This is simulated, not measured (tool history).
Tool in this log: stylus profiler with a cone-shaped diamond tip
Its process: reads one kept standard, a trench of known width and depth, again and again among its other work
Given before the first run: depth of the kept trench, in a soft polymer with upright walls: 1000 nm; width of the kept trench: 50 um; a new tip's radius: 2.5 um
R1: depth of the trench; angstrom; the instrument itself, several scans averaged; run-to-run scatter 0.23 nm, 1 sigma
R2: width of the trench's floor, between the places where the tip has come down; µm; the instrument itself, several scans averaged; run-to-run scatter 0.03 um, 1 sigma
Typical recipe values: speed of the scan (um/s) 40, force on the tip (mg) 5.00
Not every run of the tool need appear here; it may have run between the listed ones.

{"run": 1, "hour": 0.0, "speed of the scan (um/s)": 40, "force on the tip (mg)": 5.0, "R1": 10155.4, "R2": 44.47}
{"run": 2, "hour": 25.3, "speed of the scan (um/s)": 40, "force on the tip (mg)": 5.0, "R1": 10156.6, "R2": 44.52}
{"run": 3, "hour": 63.4, "speed of the scan (um/s)": 40, "force on the tip (mg)": 11.14, "R1": 10272.9, "R2": 44.45}
{"run": 4, "hour": 88.1, "speed of the scan (um/s)": 40, "force on the tip (mg)": 5.0, "R1": 10152.6, "R2": 44.37}
{"run": 5, "hour": 127.4, "speed of the scan (um/s)": 40, "force on the tip (mg)": 5.0, "R1": 10154.0, "R2": 44.3}
{"run": 6, "hour": 153.3, "speed of the scan (um/s)": 73, "force on the tip (mg)": 5.0, "R1": 10154.4, "R2": 44.04}
{"run": 7, "hour": 183.1, "speed of the scan (um/s)": 73, "force on the tip (mg)": 5.0, "R1": 10151.2, "R2": 44.01}
{"run": 8, "hour": 207.8, "speed of the scan (um/s)": 73, "force on the tip (mg)": 5.0, "R1": 10153.0, "R2": 43.95}
{"run": 9, "hour": 236.4, "speed of the scan (um/s)": 73, "force on the tip (mg)": 5.0, "R1": 10152.7, "R2": 43.88}
{"run": 10, "hour": 267.0, "speed of the scan (um/s)": 73, "force on the tip (mg)": 5.0, "R1": 10151.3, "R2": 43.87}
{"run": 11, "hour": 292.6, "speed of the scan (um/s)": 73, "force on the tip (mg)": 5.0, "R1": 10147.7, "R2": 43.84}
{"run": 12, "hour": 325.7, "speed of the scan (um/s)": 73, "force on the tip (mg)": 5.0, "R1": 10148.4, "R2": 43.72}
{"run": 13, "hour": 353.3, "speed of the scan (um/s)": 19, "force on the tip (mg)": 2.78, "R1": 10095.0, "R2": 43.92}
{"run": 14, "hour": 378.0, "speed of the scan (um/s)": 46, "force on the tip (mg)": 2.0, "R1": 10074.8, "R2": 43.66}
{"run": 15, "hour": 416.3, "speed of the scan (um/s)": 12, "force on the tip (mg)": 2.29, "R1": 10082.9, "R2": 43.92}
{"run": 16, "hour": 437.5, "speed of the scan (um/s)": 27, "force on the tip (mg)": 2.36, "R1": 10082.8, "R2": 43.72}
{"run": 17, "hour": 467.4, "speed of the scan (um/s)": 27, "force on the tip (mg)": 2.36, "R1": 10084.7, "R2": 43.64}
{"run": 18, "hour": 484.4, "speed of the scan (um/s)": 27, "force on the tip (mg)": 2.36, "R1": 10085.3, "R2": 43.65}

Measured minus without-hidden-state, run by run (identical run-to-run variation in each term; gauge scatter may differ):
Hidden state at play: radius of the tip, um; height scale over the true one, %; drift of the gauge itself on depth_nm, %; drift of the gauge itself on floor_um, %.
run=1 R1=-8.3 R2=-1.30
run=2 R1=-8.7 R2=-1.34
run=3 R1=-9.5 R2=-1.42
run=4 R1=-9.9 R2=-1.47
run=5 R1=-10.5 R2=-1.54
run=6 R1=-11.0 R2=-1.59
run=7 R1=-11.6 R2=-1.65
run=8 R1=-12.1 R2=-1.69
run=9 R1=-12.6 R2=-1.74
run=10 R1=-13.2 R2=-1.80
run=11 R1=-13.8 R2=-1.85
run=12 R1=-14.3 R2=-1.90
run=13 R1=-14.8 R2=-1.95
run=14 R1=-15.2 R2=-1.99
run=15 R1=-15.8 R2=-2.05
run=16 R1=-16.2 R2=-2.09
run=17 R1=-16.7 R2=-2.15
run=18 R1=-17.1 R2=-2.16
